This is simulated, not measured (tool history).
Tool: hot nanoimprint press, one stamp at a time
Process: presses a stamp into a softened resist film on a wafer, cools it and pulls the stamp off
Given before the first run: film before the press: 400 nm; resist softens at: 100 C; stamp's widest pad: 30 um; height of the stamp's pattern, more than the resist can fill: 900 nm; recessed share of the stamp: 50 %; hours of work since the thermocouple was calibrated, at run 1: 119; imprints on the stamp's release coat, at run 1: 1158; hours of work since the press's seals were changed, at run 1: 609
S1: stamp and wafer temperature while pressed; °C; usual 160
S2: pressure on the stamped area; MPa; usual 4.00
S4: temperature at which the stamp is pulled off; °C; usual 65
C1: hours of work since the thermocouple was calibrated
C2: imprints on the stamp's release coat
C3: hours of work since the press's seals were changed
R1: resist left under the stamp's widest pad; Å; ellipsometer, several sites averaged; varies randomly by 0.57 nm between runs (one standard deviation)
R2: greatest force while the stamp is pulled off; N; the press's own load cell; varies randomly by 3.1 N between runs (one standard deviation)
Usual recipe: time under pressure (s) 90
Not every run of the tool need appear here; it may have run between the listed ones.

Run 1, hour 0.0: usual settings; C1 119; C2 1158; C3 609. Result: R1 2036 Å, R2 150 N.
Run 2, hour 13.3: usual settings but S4 50 °C; C1 127; C2 1209; C3 617. Result: R1 2027 Å, R2 157 N.
Run 3, hour 38.9: usual settings but S1 162 °C; C1 142; C2 1308; C3 632. Result: R1 1828 Å, R2 148 N.
Run 4, hour 57.1: usual settings but S1 170 °C; C1 153; C2 1378; C3 643. Result: R1 1191 Å, R2 146 N.
Run 5, hour 76.3: usual settings but S1 170 °C, S4 71 °C; C1 165; C2 1452; C3 655. Result: R1 1190 Å, R2 143 N.
Run 6, hour 90.6: usual settings but S2 4.45 MPa; C1 173; C2 1507; C3 663. Result: R1 1925 Å, R2 152 N.
Run 7, hour 104.8: usual settings but S2 4.45 MPa; C1 182; C2 1561; C3 672. Result: R1 1929 Å, R2 140 N.
Run 8, hour 130.4: usual settings but time under pressure (s) 134; C1 197; C2 1660; C3 687. Result: R1 1764 Å, R2 153 N.
Run 9, hour 145.9: usual settings but S4 71 °C; C1 206; C2 1720; C3 696. Result: R1 2029 Å, R2 142 N.
Run 10, hour 164.9: usual settings but S1 153 °C, time under pressure (s) 83, S4 71 °C; C1 217; C2 1793; C3 707. Result: R1 2861 Å, R2 142 N.
Run 11, hour 185.8: usual settings but S2 3.17 MPa, S4 55 °C; C1 230; C2 1873; C3 720. Result: R1 2248 Å, R2 159 N.
Run 12, hour 202.3: usual settings but S2 3.17 MPa, S4 55 °C; C1 240; C2 1936; C3 730. Result: R1 2248 Å, R2 155 N.
Run 13, hour 221.3: usual settings but time under pressure (s) 103, S4 55 °C; C1 251; C2 2009; C3 741. Result: R1 1927 Å, R2 159 N.
Run 14, hour 239.3: usual settings but S2 5.44 MPa, time under pressure (s) 49; C1 262; C2 2079; C3 752. Result: R1 2144 Å, R2 144 N.
Run 15, hour 254.0: usual settings but S2 5.44 MPa, time under pressure (s) 49; C1 270; C2 2135; C3 760. Result: R1 2157 Å, R2 146 N.
Run 16, hour 274.5: usual settings but S2 5.44 MPa, time under pressure (s) 49; C1 283; C2 2214; C3 773. Result: R1 2129 Å, R2 152 N.
Run 17, hour 288.1: usual settings but S1 154 °C, S2 4.24 MPa; C1 291; C2 2267; C3 781. Result: R1 2641 Å, R2 148 N.
At hour 302.6: stamp cleaned and given a new release coat.
At hour 307.5: plate thermocouple calibrated.
Run 18, hour 314.4: usual settings but S1 154 °C, S2 4.24 MPa; C1 4; C2 34; C3 791. Result: R1 2637 Å, R2 147 N.

Below are 5 alternative next runs, each starting from the tool's condition after run 18. Predict each:
Run A, hour 332.4: usual settings but S1 163 °C, time under pressure (s) 157; C1 15; C2 103; C3 802. Result: R1 ?, R2 ?.
Run B, hour 332.4: usual settings but S1 154 °C, S2 4.24 MPa, time under pressure (s) 48; C1 15; C2 103; C3 802. Result: R1 ?, R2 ?.
Run C, hour 332.4: usual settings but time under pressure (s) 64; C1 15; C2 103; C3 802. Result: R1 ?, R2 ?.
Run D, hour 332.4: usual settings but S1 154 °C, S2 3.81 MPa, time under pressure (s) 123; C1 15; C2 103; C3 802. Result: R1 ?, R2 ?.
Run E, hour 332.4: usual settings but time under pressure (s) 117, S4 67 °C; C1 15; C2 103; C3 802. Result: R1 ?, R2 ?.

run    R1   R2
  A  1394  150
  B  3048  148
  C  2241  153
  D  2533  148
  E  1839  146
The same runs, with their run-to-run variation unchanged, on a tool lacking any hidden condition would have given:
run    R1   R2
  A  1411  150
  B  3087  148
  C  2269  153
  D  2566  148
  E  1862  146
